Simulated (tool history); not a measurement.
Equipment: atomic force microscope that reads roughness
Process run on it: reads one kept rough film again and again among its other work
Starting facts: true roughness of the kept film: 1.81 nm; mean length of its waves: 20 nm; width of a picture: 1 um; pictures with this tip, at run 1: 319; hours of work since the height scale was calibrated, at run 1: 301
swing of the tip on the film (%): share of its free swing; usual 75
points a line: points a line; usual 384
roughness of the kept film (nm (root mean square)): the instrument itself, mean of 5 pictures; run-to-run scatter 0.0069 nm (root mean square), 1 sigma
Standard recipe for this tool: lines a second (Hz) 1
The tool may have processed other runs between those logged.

run    hour  lines a second (Hz)  swing of the tip on the film (%)  points a line  pictures with this tip  hours of work since the height scale was calibrated  roughness of the kept film (nm (root mean square))
  1       0                    1                                75            384                     319                                                  301                                               1.046
       35.5  -- new tip fitted
  2    39.9                 0.69                                75            384                       3                                                  320                                               1.421
  3    93.7                 3.58                                75            384                      48                                                  346                                               1.115
  4   125.6                 3.58                                75            384                      75                                                  362                                               1.083
  5   162.4                 3.58                                75            384                     106                                                  380                                               1.056
  6   203.2                 3.58                                75            389                     140                                                  399                                               1.003
  7   235.3                 3.58                                75            389                     167                                                  415                                               0.999
  8   291.8                 3.58                                75            389                     214                                                  442                                               0.966
  9   327.4                 3.58                                75            921                     244                                                  460                                               0.944
 10   381.5                 3.58                                75            921                     289                                                  486                                               0.914
 11   417.8                 3.58                                75            921                     319                                                  503                                               0.874
      450.3  -- new tip fitted
 12   452.1                 3.58                                75            921                       1                                                  520                                               1.203
 13   486.7                 3.58                                75            921                      30                                                  537                                               1.174
 14   538.7                    1                                66            384                      74                                                  562                                               1.318
 15   567.2                    1                                66            384                      98                                                  576                                               1.298
 16   612.2                    1                                66            384                     135                                                  597                                               1.242
 17   636.1                    1                                66            384                     155                                                  609                                               1.227
 18   677.6                    1                                66            384                     190                                                  629                                               1.186
 19   717.9                    1                                55            384                     224                                                  649                                               1.173
 20   747.8                    1                                55            384                     249                                                  663                                               1.131
 21   796.5                    1                                55            384                     289                                                  687                                               1.106
 22   843.5                 0.93                                75            384                     328                                                  709                                               1.019
      868.6  -- new tip fitted
 23   885.4                 0.93                                75            384                      14                                                  730                                               1.379
 24   935.3                 0.93                                75            384                      56                                                  754                                               1.323
 25   973.2                 3.29                                75            384                      87                                                  772                                               1.089
 26  1007.8                 3.29                                69            384                     116                                                  789                                               1.119
 27  1050.5                 0.72                                69            384                     152                                                  810                                               1.226
 28  1080.7                 0.62                                70            384                     177                                                  824                                               1.195
 29  1121.9                 0.87                                70            414                     212                                                  844                                               1.147
 30  1145.9                 3.69                                70            487                     232                                                  856                                               0.985
 31  1198.5                 3.69                                70            487                     276                                                  881                                               0.936
 32    1241                 3.69                                75            328                     311                                                  902                                               0.859
 33  1266.4                 0.69                                90            740                     332                                                  914                                               0.988
     1283.6  -- new tip fitted
 34  1315.4                 0.69                                90            740                      27                                                  938                                               1.312
 35  1341.9                 0.69                                90            740                      49                                                  951                                               1.273
 36  1384.6                 0.69                                90            740                      85                                                  971                                               1.221
 37  1430.6                 0.69                                65            497                     123                                                  994                                                1.27
 38  1464.4                 0.69                                65            497                     151                                                 1010                                               1.236
 39  1518.3                 1.03                                86            277                     196                                                 1036                                               1.043
 40  1558.6                 2.99                                70            562                     230                                                 1056                                               1.014
 41  1585.9                 0.69                                75            475                     253                                                 1069                                               1.098
 42  1616.3                 0.69                                75            475                     278                                                 1084                                               1.079
 43  1652.1                 0.69                                75            406                     308                                                 1101                                               1.037
 44    1687                 0.69                                75            406                     337                                                 1118                                               1.018
     1699.9  -- new tip fitted
 45  1722.7                 0.69                                75            406                      19                                                 1135                                                1.39
 46  1761.3                 1.49                                57            735                      51                                                 1154                                               1.377
 47  1811.8                 1.98                                55            372                      93                                                 1178                                               1.294
 48  1845.1                 1.98                                65            514                     121                                                 1194                                               1.225
 49  1891.2                 1.98                                65            514                     160                                                 1217                                               1.162
 50  1947.6                 1.98                                65            514                     207                                                 1244                                               1.126

Predict each of these 4 candidate next runs independently; none follows another, all start after run 50:
  A  1972                 1.84                                74            499                     227                                                 1256                                                   ?
  B  1972                 1.98                                65            358                     227                                                 1256                                                   ?
  C  1972                 1.25                                67            384                     227                                                 1256                                                   ?
  D  1972                 1.22                                69            802                     227                                                 1256                                                   ?

run  roughness of the kept film (nm (root mean square))
  A                                               1.057
  B                                               1.091
  C                                               1.118
  D                                               1.127
Stripped of hidden state, with their random variation kept, the same runs would have yielded:
run  roughness of the kept film (nm (root mean square))
  A                                                1.35
  B                                               1.396
  C                                                1.43
  D                                               1.442
